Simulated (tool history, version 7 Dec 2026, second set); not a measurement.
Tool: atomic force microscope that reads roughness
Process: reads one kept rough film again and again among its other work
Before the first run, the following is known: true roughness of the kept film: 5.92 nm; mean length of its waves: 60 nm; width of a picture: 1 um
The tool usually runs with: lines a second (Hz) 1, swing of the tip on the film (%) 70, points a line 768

| run | hour | lines a second (Hz) | swing of the tip on the film (%) | points a line | roughness of the kept film (nm (root mean square)) |
|---|---|---|---|---|---|
| 1 | 0 | 1 | 70 | 768 | 5.473 |
| 2 | 26.4 | 2.59 | 70 | 768 | 5.273 |
| 3 | 38.6 | 2.59 | 70 | 768 | 5.244 |
| 4 | 65.6 | 1.08 | 70 | 768 | 5.383 |
| 5 | 81.6 | 1 | 81 | 768 | 5.35 |
| 6 | 102.3 | 1 | 70 | 768 | 5.4 |
| 7 | 131.1 | 1 | 70 | 768 | 5.423 |
| 8 | 149.9 | 1 | 74 | 768 | 5.42 |
| 9 | 168.9 | 1 | 74 | 768 | 5.433 |
| 10 | 192.8 | 1 | 74 | 768 | 5.418 |
| 11 | 219.1 | 0.55 | 74 | 768 | 5.467 |
| 12 | 232.6 | 0.55 | 74 | 768 | 5.499 |
| 13 | 261.3 | 1 | 70 | 343 | 5.399 |
| 14 | 287 | 1.99 | 70 | 768 | 5.306 |
| 15 | 300.3 | 1.99 | 70 | 768 | 5.35 |
| 16 | 321.8 | 1.99 | 70 | 768 | 5.319 |
| 17 | 345.3 | 1.99 | 70 | 768 | 5.292 |
| 18 | 367.9 | 1 | 70 | 768 | 5.45 |
| 19 | 386.2 | 1 | 81 | 768 | 5.376 |
| 20 | 407.8 | 1 | 70 | 768 | 5.44 |
| 21 | 426.3 | 1 | 70 | 768 | 5.439 |
| 22 | 455 | 1 | 70 | 768 | 5.407 |
| 23 | 475.7 | 2.93 | 70 | 768 | 5.225 |
| 24 | 496.5 | 1 | 58 | 768 | 5.445 |
| 25 | 508.5 | 1 | 70 | 768 | 5.426 |
| 26 | 522.8 | 1 | 85 | 768 | 5.352 |
| 27 | 538.8 | 1 | 85 | 768 | 5.338 |
| 28 | 554.1 | 0.66 | 61 | 696 | 5.511 |
| 29 | 572.6 | 0.66 | 75 | 779 | 5.455 |
| 30 | 597 | 1 | 87 | 945 | 5.25 |
| 31 | 623.6 | 3.05 | 66 | 650 | 5.309 |
| 32 | 643.9 | 1.79 | 87 | 360 | 5.077 |
| 33 | 664 | 0.88 | 68 | 291 | 5.492 |
| 34 | 688.5 | 0.88 | 68 | 291 | 5.453 |
| 35 | 706 | 2.18 | 90 | 291 | 4.947 |
| 36 | 730.1 | 2.18 | 83 | 459 | 5.127 |
| 37 | 742.4 | 0.74 | 87 | 768 | 5.392 |
| 38 | 762.3 | 0.74 | 87 | 768 | 5.358 |
| 39 | 790.4 | 1.36 | 79 | 380 | 5.269 |
| 40 | 809.2 | 3.91 | 59 | 768 | 5.319 |
| 41 | 829.9 | 2.04 | 70 | 363 | 5.318 |
| 42 | 851.7 | 2.04 | 64 | 436 | 5.381 |
| 43 | 867.1 | 0.64 | 65 | 290 | 5.482 |
| 44 | 887.2 | 3.01 | 76 | 288 | 5.103 |
| 45 | 912.2 | 1 | 88 | 768 | 5.296 |
| 46 | 936.9 | 3.31 | 70 | 359 | 5.181 |
| 47 | 957 | 3.31 | 70 | 359 | 5.201 |
| 48 | 970.5 | 3.31 | 70 | 359 | 5.183 |
| 49 | 989.8 | 1.56 | 79 | 359 | 5.257 |
| 50 | 1010.4 | 3.79 | 70 | 768 | 5.132 |
| 51 | 1036.3 | 0.88 | 70 | 768 | 5.446 |
| 52 | 1058.7 | 0.88 | 70 | 768 | 5.456 |
| 53 | 1087.4 | 0.64 | 70 | 733 | 5.517 |

Removed from this log: 4 entries logged between the listed runs. Between which two listed runs does each belong, and how does the tool's hidden state at the listed run before it compare with that at the listed run after it?
Run 10 -> run 11: new tip fitted (hour 200.4)
  radius of the tip, nm: 10.4 -> 10
Run 21 -> run 22: new tip fitted (hour 453)
  radius of the tip, nm: 10.4 -> 10
Run 34 -> run 35: new tip fitted (hour 706)
  radius of the tip, nm: 10.4 -> 10
Run 47 -> run 48: new tip fitted (hour 960.1)
  radius of the tip, nm: 10.4 -> 10
